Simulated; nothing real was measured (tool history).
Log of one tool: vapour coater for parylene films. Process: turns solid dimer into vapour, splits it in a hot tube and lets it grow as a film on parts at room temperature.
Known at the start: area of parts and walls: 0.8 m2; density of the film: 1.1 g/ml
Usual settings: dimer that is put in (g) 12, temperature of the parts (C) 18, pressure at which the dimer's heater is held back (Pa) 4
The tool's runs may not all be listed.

run   hour  dimer that is put in (g)  temperature of the parts (C)  pressure at which the dimer's heater is held back (Pa)  thickness of the film (µm)
  1      0                        12                            18                                                       4                        9.62
  2   24.7                        18                            18                                                       4                       14.28
  3   58.3                        12                            18                                                    3.98                        9.44
  4   90.5                        12                            18                                                       4                         9.5
  5  115.5                        12                            18                                                       4                         9.4
  6  142.4                        12                            18                                                       4                         9.3
  7    175                        12                            18                                                       4                        9.09
  8  207.1                        12                            20                                                       4                         8.4
  9  231.9                        12                            20                                                       4                        8.27
 10  254.9                        12                            20                                                       4                        8.12
 11  275.3                        12                            20                                                       4                        8.09
 12  294.1                        12                            20                                                       4                        8.13
 13  327.2                        12                            20                                                       4                        7.95
 14  348.7                        12                            18                                                    2.55                         9.6
 15  372.5                        12                            18                                                       4                        8.67
 16  394.8                        12                            18                                                       4                        8.62
 17  420.2                        12                            18                                                       4                        8.57
 18  452.3                        12                            18                                                       4                        8.44
 19  473.1                        12                            18                                                       4                        8.51
     482.2  -- trap's valve overhauled
 20  510.9                        12                            18                                                       4                        9.78
 21  527.8                        12                            18                                                       4                         9.9
 22  555.8                        12                            18                                                       4                        9.67
 23  590.5                        12                            18                                                       4                        9.74
 24  623.5                        12                            18                                                       4                        9.46
 25  645.7                        12                            18                                                       4                        9.35
 26    667                        12                            18                                                       4                        9.34
 27  698.3                         9                            14                                                    5.68                        7.69
 28  733.6                        22                            29                                                    7.31                         9.2
 29  760.2                        12                            11                                                    4.51                       12.33

Run 30 comes next. What will it give?
 30  786.3                         5                            21                                                    3.89                           ?

thickness of the film (µm): 3.34
Without the tool's hidden state the same run would have given thickness of the film (µm) 3.61.
